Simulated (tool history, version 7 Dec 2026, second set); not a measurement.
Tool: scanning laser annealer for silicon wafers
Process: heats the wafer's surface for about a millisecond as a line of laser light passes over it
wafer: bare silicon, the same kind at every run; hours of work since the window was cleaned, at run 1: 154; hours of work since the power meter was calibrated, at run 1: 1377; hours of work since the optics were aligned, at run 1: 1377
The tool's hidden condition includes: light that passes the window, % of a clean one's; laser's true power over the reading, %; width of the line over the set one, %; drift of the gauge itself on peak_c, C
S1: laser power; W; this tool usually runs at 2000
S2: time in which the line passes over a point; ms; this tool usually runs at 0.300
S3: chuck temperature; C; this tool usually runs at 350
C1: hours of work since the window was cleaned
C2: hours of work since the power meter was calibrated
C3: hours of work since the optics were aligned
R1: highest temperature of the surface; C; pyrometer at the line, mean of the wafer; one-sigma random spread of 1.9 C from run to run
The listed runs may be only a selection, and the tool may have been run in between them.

run 1 day=0.000 | S1=2000 S2=0.300 S3=350 | C1=154 C2=1377 C3=1377 | R1=1166
run 2 day=1.946 | S1=2000 S2=0.300 S3=350 | C1=179 C2=1402 C3=1402 | R1=1164
run 3 day=5.838 | S1=2000 S2=0.300 S3=350 | C1=228 C2=1451 C3=1451 | R1=1159
-- day=9.025 optics aligned, line set to its width
run 4 day=9.367 | S1=2000 S2=0.300 S3=350 | C1=270 C2=1493 C3=4 | R1=1171
run 5 day=11.417 | S1=2000 S2=0.300 S3=343 | C1=296 C2=1519 C3=30 | R1=1165
run 6 day=14.733 | S1=2000 S2=0.300 S3=350 | C1=338 C2=1561 C3=72 | R1=1167
run 7 day=18.267 | S1=2000 S2=0.300 S3=350 | C1=382 C2=1605 C3=117 | R1=1167
run 8 day=21.871 | S1=2000 S2=0.300 S3=350 | C1=428 C2=1651 C3=162 | R1=1165
run 9 day=25.575 | S1=2000 S2=0.300 S3=350 | C1=475 C2=1698 C3=209 | R1=1165
-- day=25.912 window over the wafer cleaned
run 10 day=28.154 | S1=2000 S2=0.300 S3=350 | C1=28 C2=1729 C3=240 | R1=1179
run 11 day=31.629 | S1=2000 S2=0.300 S3=350 | C1=72 C2=1773 C3=284 | R1=1176
run 12 day=35.062 | S1=2000 S2=0.300 S3=350 | C1=116 C2=1816 C3=328 | R1=1171
run 13 day=38.379 | S1=2000 S2=0.300 S3=350 | C1=157 C2=1858 C3=370 | R1=1170
run 14 day=41.017 | S1=2008 S2=0.300 S3=350 | C1=191 C2=1891 C3=403 | R1=1173
run 15 day=43.117 | S1=2008 S2=0.300 S3=350 | C1=217 C2=1918 C3=429 | R1=1171
run 16 day=45.671 | S1=2099 S2=0.300 S3=350 | C1=249 C2=1950 C3=462 | R1=1211
run 17 day=49.112 | S1=2099 S2=0.300 S3=350 | C1=293 C2=1994 C3=505 | R1=1210
run 18 day=51.525 | S1=2000 S2=0.300 S3=335 | C1=323 C2=2024 C3=536 | R1=1148
run 19 day=55.088 | S1=2000 S2=0.214 S3=335 | C1=368 C2=2069 C3=581 | R1=1037
run 20 day=57.362 | S1=2000 S2=0.214 S3=340 | C1=397 C2=2098 C3=609 | R1=1042
run 21 day=59.458 | S1=1925 S2=0.300 S3=341 | C1=424 C2=2124 C3=636 | R1=1119
run 22 day=63.504 | S1=2092 S2=0.300 S3=331 | C1=475 C2=2175 C3=687 | R1=1185
-- day=63.962 window over the wafer cleaned
run 23 day=65.304 | S1=2092 S2=0.300 S3=331 | C1=17 C2=2197 C3=708 | R1=1199
run 24 day=68.071 | S1=2023 S2=0.210 S3=347 | C1=52 C2=2232 C3=743 | R1=1063
run 25 day=70.488 | S1=2000 S2=0.263 S3=350 | C1=82 C2=2263 C3=774 | R1=1126
run 26 day=74.588 | S1=2000 S2=0.263 S3=350 | C1=134 C2=2314 C3=826 | R1=1122
run 27 day=77.417 | S1=1765 S2=0.212 S3=350 | C1=170 C2=2350 C3=861 | R1=964
run 28 day=80.296 | S1=2073 S2=0.300 S3=350 | C1=206 C2=2386 C3=898 | R1=1201
run 29 day=82.212 | S1=2029 S2=0.256 S3=312 | C1=230 C2=2411 C3=922 | R1=1082
run 30 day=84.525 | S1=2058 S2=0.300 S3=340 | C1=260 C2=2440 C3=951 | R1=1180
run 31 day=88.121 | S1=1719 S2=0.280 S3=350 | C1=305 C2=2485 C3=997 | R1=1021
run 32 day=92.292 | S1=1999 S2=0.252 S3=362 | C1=358 C2=2538 C3=1049 | R1=1114
run 33 day=94.917 | S1=2000 S2=0.291 S3=373 | C1=391 C2=2571 C3=1082 | R1=1173
run 34 day=97.458 | S1=1852 S2=0.305 S3=373 | C1=423 C2=2603 C3=1114 | R1=1123
run 35 day=99.392 | S1=1852 S2=0.305 S3=373 | C1=447 C2=2627 C3=1139 | R1=1123
run 36 day=101.100 | S1=2179 S2=0.224 S3=353 | C1=469 C2=2649 C3=1160 | R1=1127
-- day=102.004 window over the wafer cleaned
run 37 day=104.750 | S1=2179 S2=0.224 S3=353 | C1=35 C2=2694 C3=1206 | R1=1139
run 38 day=107.133 | S1=2000 S2=0.366 S3=375 | C1=65 C2=2724 C3=1236 | R1=1265
run 39 day=109.350 | S1=2058 S2=0.370 S3=390 | C1=93 C2=2752 C3=1264 | R1=1311
run 40 day=111.846 | S1=2000 S2=0.212 S3=348 | C1=124 C2=2784 C3=1295 | R1=1047

What if the next run were any one of these 3? Each begins from the tool's condition after run 40:
run A day=114.362 | S1=2053 S2=0.259 S3=348 | C1=156 C2=2815 C3=1327 | R1=?
run B day=114.362 | S1=2000 S2=0.292 S3=348 | C1=156 C2=2815 C3=1327 | R1=?
run C day=114.362 | S1=2000 S2=0.337 S3=367 | C1=156 C2=2815 C3=1327 | R1=?

run=A R1=1131
run=B R1=1153
run=C R1=1220
Take away the tool's hidden state, keep each run's random variation, and the runs would have read:
run=A R1=1154
run=B R1=1176
run=C R1=1245
